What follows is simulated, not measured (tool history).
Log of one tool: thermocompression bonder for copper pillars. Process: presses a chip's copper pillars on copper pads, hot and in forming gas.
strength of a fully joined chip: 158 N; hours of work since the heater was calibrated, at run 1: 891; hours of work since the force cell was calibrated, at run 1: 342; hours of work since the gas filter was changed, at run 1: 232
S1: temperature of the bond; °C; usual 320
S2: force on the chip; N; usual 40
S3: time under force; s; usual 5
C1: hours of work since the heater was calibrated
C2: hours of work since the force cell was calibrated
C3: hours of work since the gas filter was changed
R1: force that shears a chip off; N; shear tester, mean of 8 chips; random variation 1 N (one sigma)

run 1 hour=0.0 | S1=320 S2=40 S3=5 | C1=891 C2=342 C3=232 | R1=86.9
run 2 hour=11.6 | S1=320 S2=40 S3=5 | C1=899 C2=349 C3=240 | R1=89.0
run 3 hour=23.9 | S1=318 S2=40 S3=5 | C1=908 C2=358 C3=248 | R1=85.5
run 4 hour=34.4 | S1=320 S2=40 S3=5 | C1=915 C2=365 C3=255 | R1=85.4
run 5 hour=43.7 | S1=320 S2=40 S3=5 | C1=921 C2=371 C3=262 | R1=87.2
run 6 hour=52.7 | S1=320 S2=40 S3=5 | C1=927 C2=377 C3=268 | R1=85.4
run 7 hour=60.0 | S1=320 S2=40 S3=5 | C1=932 C2=382 C3=273 | R1=86.4
run 8 hour=73.6 | S1=320 S2=40 S3=5 | C1=942 C2=392 C3=282 | R1=87.2
run 9 hour=83.2 | S1=320 S2=40 S3=5 | C1=948 C2=398 C3=289 | R1=86.2
-- hour=96.0 heater calibrated with a thermocouple chip
run 10 hour=97.8 | S1=346 S2=40 S3=5 | C1=1 C2=407 C3=297 | R1=109.2
run 11 hour=107.5 | S1=346 S2=40 S3=5 | C1=8 C2=413 C3=304 | R1=112.8
run 12 hour=115.3 | S1=320 S2=40 S3=5 | C1=13 C2=419 C3=309 | R1=86.8
-- hour=124.1 forming gas filter changed
run 13 hour=125.7 | S1=320 S2=50 S3=5 | C1=20 C2=425 C3=1 | R1=98.4
run 14 hour=140.5 | S1=320 S2=50 S3=5 | C1=30 C2=436 C3=11 | R1=98.6
run 15 hour=156.0 | S1=320 S2=34 S3=5 | C1=41 C2=446 C3=22 | R1=78.9
run 16 hour=169.5 | S1=320 S2=40 S3=4 | C1=50 C2=455 C3=31 | R1=81.9
run 17 hour=183.6 | S1=320 S2=50 S3=5 | C1=59 C2=465 C3=41 | R1=98.9
run 18 hour=198.0 | S1=334 S2=50 S3=8 | C1=69 C2=475 C3=50 | R1=123.3
run 19 hour=205.6 | S1=320 S2=25 S3=3 | C1=74 C2=480 C3=56 | R1=53.0
run 20 hour=219.9 | S1=333 S2=40 S3=4 | C1=84 C2=490 C3=65 | R1=93.4
run 21 hour=231.9 | S1=320 S2=54 S3=11 | C1=92 C2=498 C3=74 | R1=125.7
run 22 hour=244.7 | S1=320 S2=54 S3=11 | C1=101 C2=507 C3=82 | R1=126.2
run 23 hour=258.5 | S1=320 S2=54 S3=11 | C1=110 C2=516 C3=92 | R1=124.2
run 24 hour=265.5 | S1=320 S2=54 S3=11 | C1=115 C2=521 C3=96 | R1=123.3
run 25 hour=279.1 | S1=320 S2=54 S3=11 | C1=125 C2=530 C3=106 | R1=125.4
run 26 hour=293.0 | S1=320 S2=54 S3=11 | C1=134 C2=540 C3=115 | R1=124.7
run 27 hour=308.6 | S1=294 S2=46 S3=3 | C1=145 C2=550 C3=126 | R1=58.4
run 28 hour=315.7 | S1=294 S2=46 S3=3 | C1=149 C2=555 C3=131 | R1=58.2
run 29 hour=323.6 | S1=294 S2=46 S3=3 | C1=155 C2=560 C3=136 | R1=59.6
run 30 hour=335.4 | S1=294 S2=46 S3=3 | C1=163 C2=568 C3=144 | R1=57.2
run 31 hour=346.2 | S1=294 S2=46 S3=3 | C1=170 C2=576 C3=151 | R1=58.3
run 32 hour=356.3 | S1=294 S2=46 S3=3 | C1=177 C2=583 C3=158 | R1=57.8
run 33 hour=369.9 | S1=294 S2=46 S3=3 | C1=186 C2=592 C3=168 | R1=59.3
run 34 hour=382.3 | S1=294 S2=46 S3=3 | C1=195 C2=600 C3=176 | R1=58.2

How the hidden state differs across the entries between the runs, from the last listed run before each to the first after it:
Between runs 9 and 10: heater calibrated with a thermocouple chip (hour 96.0)
  true temperature of the bond over the reading, C: -0.2 -> 0
Between runs 12 and 13: forming gas filter changed (hour 124.1)
  oxide that the forming gas leaves, % of the face: 0.7 -> 0.5
